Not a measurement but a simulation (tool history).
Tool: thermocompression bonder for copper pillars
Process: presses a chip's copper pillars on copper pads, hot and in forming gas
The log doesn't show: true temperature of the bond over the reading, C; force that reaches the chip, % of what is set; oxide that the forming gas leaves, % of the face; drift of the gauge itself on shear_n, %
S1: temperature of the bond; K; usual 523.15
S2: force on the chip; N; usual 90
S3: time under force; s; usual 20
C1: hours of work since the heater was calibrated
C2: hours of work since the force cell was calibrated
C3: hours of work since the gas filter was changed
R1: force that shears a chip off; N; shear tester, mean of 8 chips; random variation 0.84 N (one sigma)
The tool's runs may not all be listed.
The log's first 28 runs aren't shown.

| run | hour | S1 | S2 | S3 | C1 | C2 | C3 | R1 |
|---|---|---|---|---|---|---|---|---|
| 29 | 496.3 | 502.15 | 59 | 20 | 661 | 543 | 69 | 28.6 |
| 30 | 511.9 | 523.15 | 90 | 28 | 672 | 553 | 79 | 76.2 |
| 31 | 532.6 | 523.15 | 90 | 28 | 686 | 567 | 93 | 74.2 |
| 32 | 555.8 | 523.15 | 101 | 13 | 701 | 583 | 109 | 62.9 |
| 33 | 581 | 523.15 | 101 | 13 | 719 | 600 | 126 | 65.3 |
|  | 592.3 | forming gas filter changed |
| 34 | 595 | 524.15 | 74 | 14 | 728 | 609 | 2 | 47.8 |
| 35 | 619.3 | 514.15 | 92 | 20 | 744 | 626 | 18 | 58.8 |
| 36 | 644.5 | 523.15 | 124 | 20 | 761 | 643 | 35 | 89.8 |

Run 37 comes next. What will it give?
| 37 | 663.2 | 523.15 | 124 | 20 | 774 | 655 | 48 | ? |

R1: 87.7 N
Without the tool's hidden state the same run would have given R1 87.9 N.
